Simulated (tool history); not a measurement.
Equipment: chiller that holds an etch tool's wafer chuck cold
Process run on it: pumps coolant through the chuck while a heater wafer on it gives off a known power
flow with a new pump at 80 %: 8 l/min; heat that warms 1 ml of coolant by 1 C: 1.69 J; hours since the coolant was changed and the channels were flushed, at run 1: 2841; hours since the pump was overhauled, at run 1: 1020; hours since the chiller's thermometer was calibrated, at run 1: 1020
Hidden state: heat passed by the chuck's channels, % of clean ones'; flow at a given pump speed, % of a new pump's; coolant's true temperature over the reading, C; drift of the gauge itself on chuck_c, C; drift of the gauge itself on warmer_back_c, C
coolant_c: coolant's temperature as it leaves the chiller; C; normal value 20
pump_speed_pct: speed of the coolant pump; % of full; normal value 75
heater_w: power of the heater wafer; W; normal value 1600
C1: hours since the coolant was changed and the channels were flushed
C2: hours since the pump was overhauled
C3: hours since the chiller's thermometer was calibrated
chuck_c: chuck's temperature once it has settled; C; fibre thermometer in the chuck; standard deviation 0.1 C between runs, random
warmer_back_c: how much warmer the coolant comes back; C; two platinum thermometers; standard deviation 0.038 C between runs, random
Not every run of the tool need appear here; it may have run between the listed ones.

run 1 day=0.000 | coolant_c=20 pump_speed_pct=75 heater_w=1600 | C1=2841 C2=1020 C3=1020 | chuck_c=37.2 warmer_back_c=7.64
run 2 day=2.958 | coolant_c=20 pump_speed_pct=75 heater_w=1600 | C1=2912 C2=1091 C3=1091 | chuck_c=37.0 warmer_back_c=7.66
run 3 day=5.954 | coolant_c=20 pump_speed_pct=63 heater_w=1600 | C1=2984 C2=1163 C3=1163 | chuck_c=39.4 warmer_back_c=9.16
run 4 day=13.017 | coolant_c=20 pump_speed_pct=63 heater_w=1600 | C1=3154 C2=1333 C3=1333 | chuck_c=39.5 warmer_back_c=9.15
run 5 day=17.792 | coolant_c=20 pump_speed_pct=63 heater_w=1600 | C1=3268 C2=1447 C3=1447 | chuck_c=39.6 warmer_back_c=9.18
run 6 day=20.950 | coolant_c=20 pump_speed_pct=63 heater_w=1600 | C1=3344 C2=1523 C3=1523 | chuck_c=39.4 warmer_back_c=9.15
run 7 day=28.042 | coolant_c=20 pump_speed_pct=63 heater_w=1600 | C1=3514 C2=1693 C3=1693 | chuck_c=39.4 warmer_back_c=9.08
run 8 day=31.362 | coolant_c=20 pump_speed_pct=75 heater_w=1600 | C1=3594 C2=1773 C3=1773 | chuck_c=37.1 warmer_back_c=7.50
run 9 day=36.546 | coolant_c=20 pump_speed_pct=83 heater_w=1600 | C1=3718 C2=1897 C3=1897 | chuck_c=35.9 warmer_back_c=6.73
run 10 day=40.004 | coolant_c=20 pump_speed_pct=75 heater_w=1600 | C1=3801 C2=1980 C3=1980 | chuck_c=37.2 warmer_back_c=7.50
run 11 day=45.146 | coolant_c=20 pump_speed_pct=75 heater_w=1600 | C1=3925 C2=2104 C3=2104 | chuck_c=37.0 warmer_back_c=7.42
run 12 day=48.488 | coolant_c=20 pump_speed_pct=75 heater_w=1600 | C1=4005 C2=2184 C3=2184 | chuck_c=37.3 warmer_back_c=7.40
run 13 day=51.729 | coolant_c=20 pump_speed_pct=75 heater_w=2194 | C1=4083 C2=2262 C3=2262 | chuck_c=43.2 warmer_back_c=10.18
run 14 day=57.358 | coolant_c=20 pump_speed_pct=75 heater_w=1600 | C1=4218 C2=2397 C3=2397 | chuck_c=37.0 warmer_back_c=7.33
run 15 day=63.417 | coolant_c=20 pump_speed_pct=75 heater_w=1427 | C1=4363 C2=2542 C3=2542 | chuck_c=35.3 warmer_back_c=6.40
-- day=67.183 chiller's thermometer calibrated
run 16 day=69.212 | coolant_c=20 pump_speed_pct=75 heater_w=1483 | C1=4501 C2=2680 C3=49 | chuck_c=35.8 warmer_back_c=6.72
run 17 day=74.242 | coolant_c=20 pump_speed_pct=87 heater_w=1482 | C1=4622 C2=2801 C3=169 | chuck_c=34.4 warmer_back_c=5.59
run 18 day=78.067 | coolant_c=20 pump_speed_pct=87 heater_w=1482 | C1=4714 C2=2893 C3=261 | chuck_c=34.3 warmer_back_c=5.62
run 19 day=84.525 | coolant_c=20 pump_speed_pct=87 heater_w=1482 | C1=4869 C2=3048 C3=416 | chuck_c=34.3 warmer_back_c=5.55
-- day=86.271 gauge calibrated
run 20 day=90.167 | coolant_c=20 pump_speed_pct=92 heater_w=1873 | C1=5004 C2=3183 C3=552 | chuck_c=37.3 warmer_back_c=7.17
run 21 day=96.125 | coolant_c=30 pump_speed_pct=85 heater_w=1600 | C1=5147 C2=3326 C3=695 | chuck_c=45.7 warmer_back_c=6.51
run 22 day=99.975 | coolant_c=20 pump_speed_pct=65 heater_w=971 | C1=5240 C2=3419 C3=787 | chuck_c=31.5 warmer_back_c=5.32
run 23 day=104.662 | coolant_c=20 pump_speed_pct=65 heater_w=971 | C1=5352 C2=3531 C3=899 | chuck_c=31.7 warmer_back_c=5.45
run 24 day=110.667 | coolant_c=20 pump_speed_pct=65 heater_w=971 | C1=5496 C2=3675 C3=1044 | chuck_c=31.8 warmer_back_c=5.25
run 25 day=117.167 | coolant_c=27 pump_speed_pct=66 heater_w=1600 | C1=5652 C2=3831 C3=1200 | chuck_c=45.7 warmer_back_c=8.67
run 26 day=122.475 | coolant_c=27 pump_speed_pct=66 heater_w=1600 | C1=5780 C2=3959 C3=1327 | chuck_c=45.6 warmer_back_c=8.57
run 27 day=128.696 | coolant_c=16 pump_speed_pct=79 heater_w=2294 | C1=5929 C2=4108 C3=1476 | chuck_c=39.8 warmer_back_c=10.11
run 28 day=134.262 | coolant_c=22 pump_speed_pct=80 heater_w=1174 | C1=6063 C2=4242 C3=1610 | chuck_c=33.8 warmer_back_c=4.91

Here are 5 independent what-if runs from the current tool condition. What would each one return?
run A day=141.117 | coolant_c=15 pump_speed_pct=63 heater_w=839 | C1=6227 C2=4406 C3=1774 | chuck_c=? warmer_back_c=?
run B day=141.117 | coolant_c=13 pump_speed_pct=75 heater_w=1600 | C1=6227 C2=4406 C3=1774 | chuck_c=? warmer_back_c=?
run C day=141.117 | coolant_c=17 pump_speed_pct=84 heater_w=1335 | C1=6227 C2=4406 C3=1774 | chuck_c=? warmer_back_c=?
run D day=141.117 | coolant_c=11 pump_speed_pct=69 heater_w=2131 | C1=6227 C2=4406 C3=1774 | chuck_c=? warmer_back_c=?
run E day=141.117 | coolant_c=28 pump_speed_pct=68 heater_w=1624 | C1=6227 C2=4406 C3=1774 | chuck_c=? warmer_back_c=?

run=A chuck_c=25.5 warmer_back_c=4.51
run=B chuck_c=30.1 warmer_back_c=7.33
run=C chuck_c=30.2 warmer_back_c=5.29
run=D chuck_c=35.3 warmer_back_c=10.86
run=E chuck_c=46.5 warmer_back_c=8.40
Stripped of hidden state, with their random variation kept, the same runs would have yielded:
run=A chuck_c=25.5 warmer_back_c=4.79
run=B chuck_c=30.1 warmer_back_c=7.60
run=C chuck_c=30.2 warmer_back_c=5.57
run=D chuck_c=35.2 warmer_back_c=11.13
run=E chuck_c=46.5 warmer_back_c=8.67
